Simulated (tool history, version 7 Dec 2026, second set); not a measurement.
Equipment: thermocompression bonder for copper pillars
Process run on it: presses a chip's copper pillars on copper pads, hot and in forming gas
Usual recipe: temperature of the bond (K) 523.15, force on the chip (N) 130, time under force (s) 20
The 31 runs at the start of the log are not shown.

run,hour,temperature of the bond (K),force on the chip (N),time under force (s),force that shears a chip off (N)
32,273.6,519.15,78,13,12.1
33,284.2,518.15,115,20,22.5
34,293.9,518.15,115,20,21.9
35,305.0,518.15,115,20,21.7
36,313.3,518.15,115,20,21.8
37,322.8,535.15,96,19,21.4
38,332.1,535.15,96,19,21.6
39,344.0,535.15,96,19,21.7
40,354.1,535.15,96,19,21.7

What if the next run were any one of these 3? Each begins from the tool's condition after run 40:
A,360.4,501.15,96,56,?
B,360.4,553.15,96,19,?
C,360.4,535.15,108,50,?

run,force that shears a chip off (N)
A,22.2
B,26.6
C,35.1
Without the tool's hidden state the same runs would have given:
run,force that shears a chip off (N)
A,24.2
B,29.0
C,38.3
